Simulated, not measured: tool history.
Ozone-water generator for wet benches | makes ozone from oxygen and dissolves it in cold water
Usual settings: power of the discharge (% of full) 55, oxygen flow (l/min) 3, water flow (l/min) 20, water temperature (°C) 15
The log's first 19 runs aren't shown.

run	hour	power of the discharge (% of full)	oxygen flow (l/min)	water flow (l/min)	water temperature (°C)	hours of work since the electrodes were changed	hours of work since the contactor was cleaned	hours of work since the thermometer was calibrated	dissolved ozone (ppm)	ozone in the gas ahead of the water (g/m3)
# hour 1062.7: water thermometer calibrated
20	1136.2	47	3	20	12	889	159	51	10.4	139.2
21	1197.4	85	3.02	20	15	931	202	94	16.6	229.6
22	1280	85	3.02	20	15	989	259	151	16.7	229.6
# hour 1318.8: contactor cleaned, once more
23	1351.8	72	2.61	20	10	1036	23	198	14.8	207.6
24	1430.3	55	4.58	20	15	1090	78	253	13.6	135
25	1492.9	55	1.95	20	19	1134	121	296	9.6	184.5
26	1553.4	76	3	20	10	1176	163	338	16.7	209
27	1635.4	79	1.85	12	11	1233	220	395	23.2	256.2
28	1672.8	79	5.17	18	10	1259	246	421	22.3	177.7
29	1708	79	4.06	28	10	1283	270	446	13.4	192.9
30	1757.2	55	3	13	22	1318	305	480	16.1	157.3
31	1837.1	62	1.54	17	17	1373	360	535	11.6	223
32	1888.4	55	1.51	20	15	1409	396	571	8.7	202.1
33	1926.1	59	3	20	19	1435	422	597	12	167.7

Forecast each of these 3 alternatives for the next run:
A	1985.1	52	3	20	8	1476	463	638	?	?
B	1985.1	42	3	23	11	1476	463	638	?	?
C	1985.1	63	5.33	20	8	1476	463	638	?	?

run	dissolved ozone (ppm)	ozone in the gas ahead of the water (g/m3)
A	11.9	149.9
B	8.4	124.6
C	17.2	143.5
Without the tool's hidden state the same runs would have given:
run	dissolved ozone (ppm)	ozone in the gas ahead of the water (g/m3)
A	12.2	152.4
B	8.6	126.1
C	17.6	146.3
